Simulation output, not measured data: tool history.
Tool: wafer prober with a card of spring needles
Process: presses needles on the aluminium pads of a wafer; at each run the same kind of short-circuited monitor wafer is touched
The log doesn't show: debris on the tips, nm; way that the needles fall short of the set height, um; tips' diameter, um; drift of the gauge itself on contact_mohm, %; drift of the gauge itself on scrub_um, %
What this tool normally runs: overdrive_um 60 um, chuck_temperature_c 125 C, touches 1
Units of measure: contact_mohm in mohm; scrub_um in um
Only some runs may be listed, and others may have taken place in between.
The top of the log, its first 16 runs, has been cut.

run	hour	overdrive_um	chuck_temperature_c	touches	touches since the tips were cleaned	cleanings since the card got new needles	touches since the first contact's height was set	contact_mohm	scrub_um
# hour 250: tips cleaned on abrasive film
17	251.6	58	42	1	272	28	60011	162	15.59
# hour 262: tips cleaned on abrasive film
# hour 273.5: tips cleaned on abrasive film
18	273.5	58	43	3	0	30	63892	163	15.62
# hour 284.9: tips cleaned on abrasive film
19	288.7	56	43	3	665	31	66585	164	15.05
# hour 296.3: tips cleaned on abrasive film
20	301.9	48	41	2	999	32	68931	166	12.88
# hour 308.2: tips cleaned on abrasive film
21	317.5	57	87	2	1662	33	71707	169	15.37
# hour 320.6: tips cleaned on abrasive film
# hour 331.6: tips cleaned on abrasive film
22	332.9	64	28	1	218	35	74406	161	17.4
# hour 343.1: tips cleaned on abrasive film
# hour 345: gauge calibrated
23	348.6	60	103	2	981	36	77199	173	15.87
# hour 355.9: tips cleaned on abrasive film
# hour 367.9: tips cleaned on abrasive film
24	369.6	46	50	1	305	38	80916	166	12.17
# hour 379.4: tips cleaned on abrasive film
25	387.2	60	125	2	1408	39	84050	177	15.97
# hour 392.1: tips cleaned on abrasive film
26	400.1	60	45	1	1432	40	86324	163	15.81
# hour 403.2: tips cleaned on abrasive film
# hour 414.3: tips cleaned on abrasive film
27	416.6	60	45	1	416	42	89243	161	16
# hour 425.6: tips cleaned on abrasive film
# hour 425.9: height of the first contact set anew
28	431.1	48	97	1	944	43	944	177	12.75
# hour 437.1: tips cleaned on abrasive film
29	445	49	41	1	1402	44	3395	167	13
# hour 448.4: tips cleaned on abrasive film
30	455.5	49	41	1	1279	45	5266	165	13.07
# hour 460.2: tips cleaned on abrasive film
31	465.8	56	43	1	1015	46	7087	161	15

Branching from run 31: 4 alternative next runs. What would each branch give?
# hour 471.4: tips cleaned on abrasive film
A	478.2	68	125	1	1226	47	9284	?	?
# hour 471.4: tips cleaned on abrasive film
B	478.2	56	51	1	1226	47	9284	?	?
# hour 471.4: tips cleaned on abrasive film
C	478.2	56	26	1	1226	47	9284	?	?
# hour 471.4: tips cleaned on abrasive film
D	478.2	48	28	2	1226	47	9284	?	?

run	contact_mohm	scrub_um
A	174	18.04
B	165	15.03
C	159	14.86
D	165	12.71
With no hidden state in the tool, these same runs would have given:
run	contact_mohm	scrub_um
A	174	17.88
B	165	14.9
C	159	14.73
D	165	12.6
